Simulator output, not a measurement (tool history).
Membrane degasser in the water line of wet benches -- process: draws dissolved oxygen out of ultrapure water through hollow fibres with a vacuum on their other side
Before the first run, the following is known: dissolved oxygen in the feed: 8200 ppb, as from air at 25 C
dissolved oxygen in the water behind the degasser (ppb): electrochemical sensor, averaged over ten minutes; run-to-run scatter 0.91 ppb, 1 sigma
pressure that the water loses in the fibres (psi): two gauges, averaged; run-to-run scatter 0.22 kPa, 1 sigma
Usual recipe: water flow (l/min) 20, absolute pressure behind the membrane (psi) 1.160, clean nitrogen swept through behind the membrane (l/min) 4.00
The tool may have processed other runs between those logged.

run,hour,water flow (l/min),absolute pressure behind the membrane (psi),clean nitrogen swept through behind the membrane (l/min),dissolved oxygen in the water behind the degasser (ppb),pressure that the water loses in the fibres (psi)
1,0.0,20,1.160,4.00,86.9,7.448
2,54.3,20,1.160,4.00,85.5,7.481
3,119.3,20,1.160,4.00,88.3,7.510
4,161.3,20,1.160,4.00,88.5,7.497
5,221.0,20,1.160,4.00,84.5,7.562
6,268.7,20,1.160,4.00,88.0,7.475
7,297.7,20,1.160,4.00,88.4,7.533
8,350.4,20,1.160,4.00,87.6,7.458
9,413.7,20,1.160,4.00,86.2,7.501
10,453.0,20,1.214,4.00,92.7,7.526
11,519.4,20,1.401,4.00,104.7,7.510
12,563.6,20,1.160,4.00,87.5,7.532
13,627.6,20,1.748,4.00,135.1,7.462
14,682.6,20,1.748,4.00,138.0,7.452
15,710.2,21,1.160,4.00,92.9,7.883
16,750.1,21,0.904,4.00,71.1,7.941
17,803.5,20,2.628,4.00,210.3,7.516
18,841.7,12,2.722,4.77,105.0,4.482
19,875.1,23,0.982,6.51,72.6,8.678
20,932.9,20,2.849,4.00,226.1,7.487
21,983.3,15,1.160,2.60,81.1,5.678
22,1037.1,21,1.160,7.86,64.4,7.880
23,1066.1,26,0.699,4.00,82.4,9.725
24,1097.5,12,0.699,4.00,19.1,4.544
25,1140.7,12,0.699,4.00,19.0,4.541
26,1196.7,20,2.274,2.66,249.3,7.554
27,1233.5,15,1.993,2.21,186.6,5.665
28,1289.2,15,1.993,2.21,182.8,5.674
29,1348.3,22,1.036,2.03,138.0,8.351
30,1399.2,22,1.036,2.03,134.0,8.299
31,1438.0,15,2.731,9.75,73.1,5.664
32,1474.2,15,2.731,9.75,74.1,5.643
33,1521.8,16,1.160,4.00,64.0,6.021

Alternative continuations, all from the tool just after run 33; predict every row:
A,1577.6,20,1.160,2.71,?,?
B,1577.6,12,1.160,3.28,?,?
C,1577.6,16,1.160,5.45,?,?

run,dissolved oxygen in the water behind the degasser (ppb),pressure that the water loses in the fibres (psi)
A,114.3,7.548
B,50.1,4.512
C,50.5,6.041
Without the tool's hidden state the same runs would have given:
run,dissolved oxygen in the water behind the degasser (ppb),pressure that the water loses in the fibres (psi)
A,111.3,7.458
B,48.7,4.460
C,48.8,5.970
